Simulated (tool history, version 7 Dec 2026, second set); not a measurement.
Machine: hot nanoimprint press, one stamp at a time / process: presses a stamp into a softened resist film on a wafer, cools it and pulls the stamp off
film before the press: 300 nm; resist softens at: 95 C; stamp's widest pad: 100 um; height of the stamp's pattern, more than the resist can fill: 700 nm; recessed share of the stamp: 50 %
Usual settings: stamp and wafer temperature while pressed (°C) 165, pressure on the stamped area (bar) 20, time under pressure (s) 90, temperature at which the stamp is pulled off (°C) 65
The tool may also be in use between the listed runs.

run	hour	stamp and wafer temperature while pressed (°C)	pressure on the stamped area (bar)	time under pressure (s)	temperature at which the stamp is pulled off (°C)	resist left under the stamp's widest pad (nm)	greatest force while the stamp is pulled off (N)
1	0	165	20	90	65	130.8	304
2	34.7	165	20	90	65	132.1	210
3	63.4	165	20	90	65	129.9	225
4	91.6	165	20	90	65	131.2	243
5	123.9	165	20	90	65	133.5	243
6	151	165	20	90	65	133.2	250
7	172.6	165	20	90	65	129.7	239
8	191.5	165	20	90	65	130.4	259
9	207.5	165	20	139	65	109	259
10	233	165	20	90	65	130.4	262
11	246.3	165	20	90	65	129.4	278
12	269.6	165	20	107	53	120.1	308
13	285.9	158	26.2	85	72	149.4	263
14	298.9	158	26.2	85	72	151.2	254
15	322.2	171	20.6	65	58	124.1	315
16	343.5	165	23.6	64	53	141.7	329
17	363.2	165	23.6	143	53	100.3	334
18	376.5	174	12.1	67	65	140.3	298
19	393.3	163	21.5	86	57	138.4	340

Withheld: 3 entries from between the runs. Position of each, and hidden state at the listed run before versus the listed run after:
In the gap between runs 1 and 2: stamp cleaned and given a new release coat (hour 27.2)
  true temperature over the reading, C: -0.61 -> -0.66; pressure that arrives at the usual setting, %: 98.3 -> 98.18; grip of the stamp's worn release coat, % over a new coat's: 40.9 -> 0.8
  measured less the result without the state, resist left under the stamp's widest pad (nm): +3.2 -> +3.6; greatest force while the stamp is pulled off (N): +90 -> +3
In the gap between runs 4 and 5: plate thermocouple calibrated (hour 123.8)
  true temperature over the reading, C: -0.75 -> -1.13; pressure that arrives at the usual setting, %: 97.97 -> 97.85; grip of the stamp's worn release coat, % over a new coat's: 7.2 -> 10.4
  measured less the result without the state, resist left under the stamp's widest pad (nm): +4 -> +5.6; greatest force while the stamp is pulled off (N): +18 -> +26
In the gap between runs 6 and 7: plate thermocouple calibrated, once more (hour 171.5)
  true temperature over the reading, C: -1.18 -> -0.25; pressure that arrives at the usual setting, %: 97.75 -> 97.68; grip of the stamp's worn release coat, % over a new coat's: 13.5 -> 15.6
  measured less the result without the state, resist left under the stamp's widest pad (nm): +5.8 -> +2.2; greatest force while the stamp is pulled off (N): +33 -> +33
